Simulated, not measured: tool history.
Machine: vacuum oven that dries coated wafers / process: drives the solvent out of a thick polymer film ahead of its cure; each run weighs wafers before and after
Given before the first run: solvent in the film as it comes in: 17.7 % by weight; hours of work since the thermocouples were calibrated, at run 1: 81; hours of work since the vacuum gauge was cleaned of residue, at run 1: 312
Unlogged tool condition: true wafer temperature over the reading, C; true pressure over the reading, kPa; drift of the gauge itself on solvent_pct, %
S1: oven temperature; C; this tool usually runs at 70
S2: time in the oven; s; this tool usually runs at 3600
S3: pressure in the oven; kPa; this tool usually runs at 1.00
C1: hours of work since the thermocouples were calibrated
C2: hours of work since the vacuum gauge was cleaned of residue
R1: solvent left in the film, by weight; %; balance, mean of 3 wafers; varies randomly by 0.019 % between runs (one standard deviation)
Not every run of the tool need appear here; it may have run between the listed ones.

run     day  S1    S2    S3   C1   C2    R1
  1   0.000  70  3600  1.00   81  312  2.69
  2   0.975  70  2280  1.00   92  323  4.89
  3   1.596  70  2280  1.00   99  330  4.83
  4   2.658  70  2280  1.00  111  342  4.87
  5   3.450  70  2280  1.00  120  351  4.90
  6   4.271  70  2160  1.00  129  360  5.18
  7   5.288  75  3600  1.00  141  372  1.44
  8   5.967  84  3600  1.00  148  380  0.40
  9   6.667  58  3600  1.00  156  388  6.87
 10   7.271  58  3600  1.00  163  394  6.86
 11   8.242  70  3600  3.33  174  405  3.28
 12   8.912  70  3600  0.75  182  413  2.61
 13   9.738  70  3600  0.75  191  422  2.58
 14  10.192  70  3600  0.75  196  428  2.62
 15  11.258  81  2280  1.81  209  440  1.78
 16  11.988  65  2280  1.26  217  448  6.68
 17  12.833  67  5520  3.33  226  458  2.58
 18  13.721  70  2640  2.19  237  468  4.39
 19  14.454  74  2640  0.90  245  476  2.85
 20  15.500  74  2640  0.90  257  488  2.79
 21  15.983  77  2640  2.26  262  493  2.27
 22  16.746  77  2640  2.26  271  502  2.25
 23  17.262  70  1920  2.10  277  508  5.96
 24  18.221  61  2940  2.14  288  519  7.09

What if the next run were any one of these 4? Each begins from the tool's condition after run 24:
  A  19.275  56  3480  2.87  300  531   ?
  B  19.275  68  2940  2.14  300  531   ?
  C  19.275  61  1920  0.66  300  531   ?
  D  19.275  65  3720  2.14  300  531   ?

run    R1
  A  8.35
  B  4.50
  C  8.71
  D  4.45
With no hidden state in the tool, these same runs would have given:
run    R1
  A  8.23
  B  4.39
  C  8.61
  D  4.34
